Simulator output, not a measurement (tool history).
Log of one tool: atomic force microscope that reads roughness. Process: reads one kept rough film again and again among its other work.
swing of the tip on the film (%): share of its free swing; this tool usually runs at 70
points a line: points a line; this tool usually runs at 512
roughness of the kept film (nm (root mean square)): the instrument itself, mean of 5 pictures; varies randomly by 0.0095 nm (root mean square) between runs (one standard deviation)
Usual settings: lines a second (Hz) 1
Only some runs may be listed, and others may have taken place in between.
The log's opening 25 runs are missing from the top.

run    hour  lines a second (Hz)  swing of the tip on the film (%)  points a line  pictures with this tip  hours of work since the height scale was calibrated  roughness of the kept film (nm (root mean square))
     1487.5  -- new tip fitted
 26  1516.7                    1                                56            538                      56                                                  404                                               2.221
     1572.5  -- new tip fitted
 27  1572.5                 1.92                                70            333                       0                                                  444                                               2.036
 28    1654                 1.92                                70            333                     158                                                  503                                               2.043
     1659.9  -- new tip fitted
 29  1726.1                 2.42                                70            512                     128                                                  555                                               1.982
     1747.3  -- new tip fitted
 30  1765.4                 2.42                                70            512                      35                                                  583                                               1.994
 31  1829.3                 0.51                                60            642                     159                                                  629                                               2.249
     1834.2  -- new tip fitted
 32    1886                    1                                78            329                     100                                                  670                                               2.085
     1919.4  -- new tip fitted
 33  1927.1                    1                                78            329                      15                                                  700                                               2.083
 34  1983.1                    1                                78            329                     123                                                  740                                               2.092
       2008  -- new tip fitted
 35  2064.5                    1                                78            329                     110                                                  799                                               2.075
       2092  -- new tip fitted
 36  2098.3                    1                                78            289                      12                                                  823                                               2.074
 37  2153.6                    1                                56            291                     120                                                  863                                               2.215
     2179.9  -- new tip fitted
 38  2220.7                    1                                56            291                      79                                                  911                                               2.205
 39  2258.7                    4                                70            508                     152                                                  939                                               1.829
       2266  -- new tip fitted
 40  2338.7                  3.1                                83            508                     141                                                  996                                               1.684
     2352.2  -- new tip fitted
 41    2398                 0.91                                70            512                      88                                                 1039                                               2.166
     2442.2  -- new tip fitted
 42  2445.7                 2.88                                70            391                       7                                                 1073                                               1.964
 43  2512.1                 0.86                                81            315                     135                                                 1121                                               2.069
     2527.1  -- new tip fitted
 44  2574.4                 0.86                                81            315                      92                                                 1166                                               2.093
 45  2608.6                 2.92                                86            512                     158                                                 1191                                                1.65
     2615.5  -- new tip fitted
 46  2652.2                 2.92                                86            787                      71                                                 1222                                               1.658
     2701.3  -- new tip fitted
 47  2724.8                 0.72                                66            537                      46                                                 1274                                               2.201
 48  2758.1                 0.79                                65            362                     110                                                 1299                                               2.191
     2789.6  -- new tip fitted
 49    2833                 0.93                                58            866                      84                                                 1353                                               2.237
     2877.7  -- new tip fitted
 50  2897.6                 1.97                                70            905                      38                                                 1399                                               2.034

3 ways to go on from here, each from the tool as it stands after run 50. What would each give?
  A  2942.1                 2.89                                59            905                     125                                                 1431                                                   ?
  B  2942.1                  0.8                                72            274                     125                                                 1431                                                   ?
  C  2942.1                  1.3                                70            445                     125                                                 1431                                                   ?

run  roughness of the kept film (nm (root mean square))
  A                                               2.095
  B                                               2.164
  C                                               2.123
Stripped of hidden state, with their random variation kept, the same runs would have yielded:
run  roughness of the kept film (nm (root mean square))
  A                                               2.098
  B                                               2.167
  C                                               2.127
